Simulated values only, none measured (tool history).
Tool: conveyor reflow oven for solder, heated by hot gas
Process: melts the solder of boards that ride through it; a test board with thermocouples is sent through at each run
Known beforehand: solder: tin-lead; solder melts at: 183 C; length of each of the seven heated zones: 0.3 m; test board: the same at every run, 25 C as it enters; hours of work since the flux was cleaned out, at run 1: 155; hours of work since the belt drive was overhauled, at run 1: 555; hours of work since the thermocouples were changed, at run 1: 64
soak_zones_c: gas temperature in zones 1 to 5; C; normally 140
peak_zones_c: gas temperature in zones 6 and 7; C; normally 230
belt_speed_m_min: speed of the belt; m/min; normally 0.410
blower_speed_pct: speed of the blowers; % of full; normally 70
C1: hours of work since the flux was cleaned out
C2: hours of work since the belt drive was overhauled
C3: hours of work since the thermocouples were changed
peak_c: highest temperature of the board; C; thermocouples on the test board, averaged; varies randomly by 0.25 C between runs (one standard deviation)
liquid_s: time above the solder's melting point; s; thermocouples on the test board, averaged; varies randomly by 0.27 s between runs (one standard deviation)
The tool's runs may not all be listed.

run 1 hour=0.0 | soak_zones_c=140 peak_zones_c=230 belt_speed_m_min=0.410 blower_speed_pct=70 | C1=155 C2=555 C3=64 | peak_c=211.2 liquid_s=61.3
run 2 hour=8.9 | soak_zones_c=140 peak_zones_c=230 belt_speed_m_min=0.410 blower_speed_pct=70 | C1=160 C2=560 C3=69 | peak_c=211.7 liquid_s=61.4
run 3 hour=16.6 | soak_zones_c=140 peak_zones_c=230 belt_speed_m_min=0.410 blower_speed_pct=70 | C1=164 C2=564 C3=74 | peak_c=211.3 liquid_s=61.3
run 4 hour=21.1 | soak_zones_c=140 peak_zones_c=230 belt_speed_m_min=0.410 blower_speed_pct=70 | C1=167 C2=567 C3=76 | peak_c=211.4 liquid_s=61.4
run 5 hour=30.5 | soak_zones_c=140 peak_zones_c=230 belt_speed_m_min=0.410 blower_speed_pct=70 | C1=172 C2=572 C3=82 | peak_c=211.4 liquid_s=61.3
run 6 hour=38.0 | soak_zones_c=140 peak_zones_c=230 belt_speed_m_min=0.410 blower_speed_pct=70 | C1=177 C2=576 C3=86 | peak_c=211.9 liquid_s=61.4
run 7 hour=46.1 | soak_zones_c=140 peak_zones_c=230 belt_speed_m_min=0.410 blower_speed_pct=70 | C1=181 C2=581 C3=91 | peak_c=211.3 liquid_s=61.4
run 8 hour=51.1 | soak_zones_c=140 peak_zones_c=230 belt_speed_m_min=0.410 blower_speed_pct=70 | C1=184 C2=584 C3=94 | peak_c=211.7 liquid_s=61.7
run 9 hour=56.8 | soak_zones_c=140 peak_zones_c=230 belt_speed_m_min=0.410 blower_speed_pct=70 | C1=187 C2=587 C3=97 | peak_c=211.7 liquid_s=61.9
run 10 hour=66.6 | soak_zones_c=140 peak_zones_c=230 belt_speed_m_min=0.410 blower_speed_pct=70 | C1=193 C2=593 C3=102 | peak_c=211.9 liquid_s=61.6
run 11 hour=70.8 | soak_zones_c=140 peak_zones_c=230 belt_speed_m_min=0.410 blower_speed_pct=70 | C1=195 C2=595 C3=105 | peak_c=211.3 liquid_s=61.5
run 12 hour=80.5 | soak_zones_c=140 peak_zones_c=224 belt_speed_m_min=0.410 blower_speed_pct=70 | C1=201 C2=600 C3=110 | peak_c=206.7 liquid_s=55.8
run 13 hour=90.0 | soak_zones_c=140 peak_zones_c=224 belt_speed_m_min=0.410 blower_speed_pct=70 | C1=206 C2=606 C3=116 | peak_c=206.1 liquid_s=55.8
-- hour=94.9 belt drive overhauled, speed set with a stopwatch
run 14 hour=103.5 | soak_zones_c=140 peak_zones_c=230 belt_speed_m_min=0.410 blower_speed_pct=70 | C1=212 C2=5 C3=121 | peak_c=211.3 liquid_s=61.8
run 15 hour=111.4 | soak_zones_c=140 peak_zones_c=232 belt_speed_m_min=0.410 blower_speed_pct=70 | C1=216 C2=9 C3=126 | peak_c=213.5 liquid_s=63.8
run 16 hour=120.6 | soak_zones_c=140 peak_zones_c=232 belt_speed_m_min=0.410 blower_speed_pct=70 | C1=221 C2=15 C3=131 | peak_c=213.2 liquid_s=63.5
run 17 hour=126.3 | soak_zones_c=140 peak_zones_c=232 belt_speed_m_min=0.410 blower_speed_pct=70 | C1=225 C2=18 C3=134 | peak_c=213.4 liquid_s=63.5
run 18 hour=133.1 | soak_zones_c=140 peak_zones_c=233 belt_speed_m_min=0.469 blower_speed_pct=70 | C1=229 C2=22 C3=138 | peak_c=209.5 liquid_s=50.7
run 19 hour=141.2 | soak_zones_c=140 peak_zones_c=245 belt_speed_m_min=0.433 blower_speed_pct=78 | C1=233 C2=26 C3=143 | peak_c=224.3 liquid_s=69.0
run 20 hour=147.1 | soak_zones_c=140 peak_zones_c=230 belt_speed_m_min=0.410 blower_speed_pct=52 | C1=236 C2=30 C3=146 | peak_c=206.9 liquid_s=55.3
-- hour=156.0 belt drive overhauled, speed set with a stopwatch, once more
run 21 hour=156.0 | soak_zones_c=140 peak_zones_c=230 belt_speed_m_min=0.468 blower_speed_pct=62 | C1=239 C2=0 C3=149 | peak_c=203.9 liquid_s=43.0
run 22 hour=160.0 | soak_zones_c=147 peak_zones_c=230 belt_speed_m_min=0.468 blower_speed_pct=75 | C1=242 C2=2 C3=151 | peak_c=208.3 liquid_s=51.8
run 23 hour=165.4 | soak_zones_c=153 peak_zones_c=230 belt_speed_m_min=0.403 blower_speed_pct=75 | C1=245 C2=5 C3=154 | peak_c=214.7 liquid_s=70.8
run 24 hour=174.5 | soak_zones_c=140 peak_zones_c=230 belt_speed_m_min=0.413 blower_speed_pct=59 | C1=250 C2=11 C3=159 | peak_c=207.7 liquid_s=54.7
run 25 hour=179.5 | soak_zones_c=143 peak_zones_c=234 belt_speed_m_min=0.455 blower_speed_pct=55 | C1=253 C2=13 C3=162 | peak_c=206.6 liquid_s=48.6
run 26 hour=187.0 | soak_zones_c=140 peak_zones_c=234 belt_speed_m_min=0.461 blower_speed_pct=70 | C1=257 C2=18 C3=166 | peak_c=209.3 liquid_s=50.5
run 27 hour=193.7 | soak_zones_c=140 peak_zones_c=234 belt_speed_m_min=0.461 blower_speed_pct=70 | C1=261 C2=21 C3=170 | peak_c=209.2 liquid_s=50.3
run 28 hour=197.8 | soak_zones_c=139 peak_zones_c=231 belt_speed_m_min=0.464 blower_speed_pct=70 | C1=263 C2=24 C3=173 | peak_c=206.9 liquid_s=46.6
run 29 hour=202.0 | soak_zones_c=153 peak_zones_c=221 belt_speed_m_min=0.464 blower_speed_pct=70 | C1=265 C2=26 C3=175 | peak_c=202.3 liquid_s=47.6
run 30 hour=208.1 | soak_zones_c=140 peak_zones_c=230 belt_speed_m_min=0.410 blower_speed_pct=78 | C1=269 C2=30 C3=179 | peak_c=211.6 liquid_s=61.4

Alternative continuations, all from the tool just after run 30; predict every row:
run A hour=216.1 | soak_zones_c=150 peak_zones_c=219 belt_speed_m_min=0.410 blower_speed_pct=55 | C1=274 C2=34 C3=183 | peak_c=? liquid_s=?
run B hour=216.1 | soak_zones_c=140 peak_zones_c=230 belt_speed_m_min=0.414 blower_speed_pct=64 | C1=274 C2=34 C3=183 | peak_c=? liquid_s=?
run C hour=216.1 | soak_zones_c=140 peak_zones_c=230 belt_speed_m_min=0.410 blower_speed_pct=55 | C1=274 C2=34 C3=183 | peak_c=? liquid_s=?
run D hour=216.1 | soak_zones_c=140 peak_zones_c=222 belt_speed_m_min=0.410 blower_speed_pct=78 | C1=274 C2=34 C3=183 | peak_c=? liquid_s=?

run=A peak_c=200.6 liquid_s=49.7
run=B peak_c=208.9 liquid_s=56.0
run=C peak_c=206.8 liquid_s=53.6
run=D peak_c=205.3 liquid_s=53.2
Without the tool's unlogged condition, the same runs would have read:
run=A peak_c=202.6 liquid_s=53.4
run=B peak_c=211.3 liquid_s=59.1
run=C peak_c=209.1 liquid_s=56.9
run=D peak_c=207.6 liquid_s=56.7
